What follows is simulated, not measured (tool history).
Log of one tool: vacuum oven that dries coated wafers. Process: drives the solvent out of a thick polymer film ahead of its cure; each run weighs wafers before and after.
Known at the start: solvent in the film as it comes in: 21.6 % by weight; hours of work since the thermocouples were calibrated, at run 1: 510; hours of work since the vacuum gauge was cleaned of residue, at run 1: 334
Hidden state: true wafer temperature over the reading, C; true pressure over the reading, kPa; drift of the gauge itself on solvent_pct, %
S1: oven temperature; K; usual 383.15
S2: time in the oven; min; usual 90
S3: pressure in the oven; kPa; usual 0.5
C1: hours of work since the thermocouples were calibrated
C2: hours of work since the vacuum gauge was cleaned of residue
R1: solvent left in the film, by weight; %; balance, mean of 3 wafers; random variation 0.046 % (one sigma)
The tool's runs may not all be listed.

run	hour	S1	S2	S3	C1	C2	R1
1	0	383.15	90	0.5	510	334	3.25
2	11.8	383.15	90	0.5	515	340	3.25
3	22	383.15	90	0.5	520	345	3.23
4	32.8	369.15	90	0.5	525	349	7.97
5	46.3	369.15	90	0.5	531	356	7.91
6	60.7	369.15	90	0.5	538	362	8.09
7	73.8	369.15	90	0.5	544	368	8.22
8	88.2	369.15	90	0.5	550	375	8.01
9	101.2	383.15	90	1.097	556	381	3.63
10	114.5	383.15	90	1.097	562	387	3.63
11	135.4	383.15	90	1.097	572	397	3.66
12	147.1	383.15	90	1.952	577	402	4.06
13	162.7	376.15	90	0.5	585	409	5.5
14	179.1	376.15	90	0.5	592	417	5.55
15	193.3	376.15	90	0.5	599	423	5.48
16	204.9	376.15	90	0.5	604	428	5.57
17	223.4	376.15	90	0.5	612	437	5.57
18	232.4	383.15	90	0.5	616	441	3.32
19	245.6	383.15	50	0.5	622	447	6.67
20	255	383.15	50	0.5	627	451	6.71
21	275.9	383.15	50	0.5	636	461	6.7
22	292	369.15	90	0.5	644	468	8.05
23	313.1	369.15	90	0.5	653	478	8.06
24	329.4	383.15	90	0.5	661	485	3.31
25	351	383.15	131	1.128	671	495	2.05
26	365.5	383.15	90	0.285	677	502	3.28
27	386.6	390.15	141	0.285	687	512	0.51
28	400.1	369.15	141	1.321	693	518	5.92
29	417.2	369.15	141	1.321	701	526	6.08
30	432.8	369.15	141	1.321	708	533	5.91
31	448.5	372.15	49	0.445	715	540	10.61

Run 32 comes next. What will it give?
32	459.5	378.15	72	0.604	720	545	?

{"run 32": {"R1": 6.26}}
Without the tool's hidden state the same run would have given R1 6.24 %.
